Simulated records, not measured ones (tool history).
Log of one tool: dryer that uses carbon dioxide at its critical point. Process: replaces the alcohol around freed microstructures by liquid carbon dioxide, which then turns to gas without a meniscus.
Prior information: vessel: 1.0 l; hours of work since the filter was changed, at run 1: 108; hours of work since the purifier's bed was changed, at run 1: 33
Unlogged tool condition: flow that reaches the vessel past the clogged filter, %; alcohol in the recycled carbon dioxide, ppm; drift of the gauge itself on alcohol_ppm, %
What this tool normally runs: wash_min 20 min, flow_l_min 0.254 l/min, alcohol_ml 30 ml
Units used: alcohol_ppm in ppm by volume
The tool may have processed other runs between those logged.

run,hour,wash_min,flow_l_min,alcohol_ml,hours of work since the filter was changed,hours of work since the purifier's bed was changed,alcohol_ppm
1,0,20,0.254,30,108,33,411
2,15.3,20,0.254,30,116,41,429
3,31.7,20,0.254,30,125,50,423
4,40.8,20,0.254,30,129,55,439
5,55.8,20,0.254,26,137,63,407
6,69.2,20,0.254,26,144,70,413
7,85.9,20,0.254,26,153,79,417
8,103.8,20,0.254,26,163,88,434
9,123.6,16,0.293,36,173,99,831
10,139.8,16,0.329,36,182,107,557
# hour 148.5: inlet filter changed
11,158.5,27,0.292,44,5,117,50
12,173.8,27,0.292,44,13,125,63
13,187.1,31,0.24,32,20,132,80
14,205.3,30,0.392,30,30,141,26
15,225.4,14,0.254,39,41,152,1563
16,235.7,21,0.288,24,46,158,142

For each entry between runs, how does the tool's hidden state at the last listed run before it compare with that at the first listed run after it?
Runs 10 to 11: inlet filter changed (hour 148.5)
  flow that reaches the vessel past the clogged filter, %: 85 -> 99.2; alcohol in the recycled carbon dioxide, ppm: 28.6 -> 30.6
  what was measured, less what the result would be without the hidden state, alcohol_ppm: +301 -> +27 ppm by volume
